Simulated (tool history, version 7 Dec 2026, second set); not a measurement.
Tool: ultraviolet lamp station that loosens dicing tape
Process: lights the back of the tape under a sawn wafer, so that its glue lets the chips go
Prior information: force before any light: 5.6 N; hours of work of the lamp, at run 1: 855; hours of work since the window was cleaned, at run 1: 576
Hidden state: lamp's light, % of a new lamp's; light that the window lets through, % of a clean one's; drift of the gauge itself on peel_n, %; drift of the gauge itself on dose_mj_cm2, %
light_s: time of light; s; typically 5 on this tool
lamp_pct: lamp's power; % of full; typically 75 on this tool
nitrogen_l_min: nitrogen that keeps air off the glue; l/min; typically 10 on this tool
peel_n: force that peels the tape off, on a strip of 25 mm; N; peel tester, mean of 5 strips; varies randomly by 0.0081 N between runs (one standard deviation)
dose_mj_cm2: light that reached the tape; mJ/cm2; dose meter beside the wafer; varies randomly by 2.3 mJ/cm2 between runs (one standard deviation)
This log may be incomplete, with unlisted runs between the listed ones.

| run | hour | light_s | lamp_pct | nitrogen_l_min | hours of work of the lamp | hours of work since the window was cleaned | peel_n | dose_mj_cm2 |
|---|---|---|---|---|---|---|---|---|
| 1 | 0 | 5 | 75 | 10 | 855 | 576 | 0.315 | 222 |
| 2 | 25 | 5 | 75 | 10 | 870 | 591 | 0.336 | 220 |
| 3 | 58 | 5 | 65 | 10 | 890 | 611 | 0.403 | 190 |
| 4 | 74.1 | 5 | 75 | 10 | 900 | 620 | 0.324 | 220 |
| 5 | 102.8 | 2 | 75 | 10 | 917 | 638 | 1.415 | 86 |
| 6 | 130.9 | 5 | 80 | 10 | 934 | 654 | 0.296 | 232 |
|  | 146.4 | window cleaned of glue's vapour |
| 7 | 161.7 | 5 | 80 | 10 | 952 | 9 | 0.302 | 239 |
| 8 | 196.6 | 5 | 74 | 10 | 973 | 30 | 0.322 | 219 |
| 9 | 223.9 | 5 | 65 | 10 | 990 | 47 | 0.425 | 191 |
| 10 | 259 | 5 | 65 | 7 | 1011 | 68 | 0.517 | 195 |
| 11 | 293.1 | 5 | 65 | 7 | 1031 | 88 | 0.502 | 194 |
| 12 | 324.4 | 3 | 66 | 6 | 1050 | 107 | 1.31 | 117 |
| 13 | 358.7 | 5 | 67 | 10 | 1071 | 128 | 0.385 | 198 |
| 14 | 388.6 | 5 | 67 | 10 | 1089 | 146 | 0.385 | 201 |
| 15 | 423.1 | 5 | 70 | 11 | 1109 | 166 | 0.353 | 210 |
| 16 | 441 | 5 | 60 | 11 | 1120 | 177 | 0.44 | 176 |
| 17 | 461.8 | 7 | 61 | 18 | 1133 | 190 | 0.225 | 253 |
| 18 | 484.9 | 7 | 63 | 16 | 1147 | 204 | 0.207 | 261 |
| 19 | 503.8 | 5 | 86 | 16 | 1158 | 215 | 0.216 | 257 |
| 20 | 527.6 | 9 | 78 | 10 | 1172 | 229 | 0.186 | 414 |
| 21 | 564.3 | 8 | 78 | 10 | 1194 | 251 | 0.191 | 364 |
| 22 | 593.4 | 8 | 78 | 10 | 1212 | 269 | 0.181 | 367 |

Branching from run 22: 4 alternative next runs. What would each branch give?
| A | 626 | 4 | 76 | 7 | 1231 | 288 | ? | ? |
| B | 626 | 3 | 70 | 7 | 1231 | 288 | ? | ? |
| C | 626 | 2 | 60 | 13 | 1231 | 288 | ? | ? |
| D | 626 | 3 | 76 | 6 | 1231 | 288 | ? | ? |

| run | peel_n | dose_mj_cm2 |
|---|---|---|
| A | 0.594 | 179 |
| B | 1.073 | 124 |
| C | 1.705 | 72 |
| D | 1.054 | 136 |
What these runs would have given with no unlogged condition in the tool:
| run | peel_n | dose_mj_cm2 |
|---|---|---|
| A | 0.591 | 180 |
| B | 1.068 | 124 |
| C | 1.699 | 72 |
| D | 1.049 | 136 |
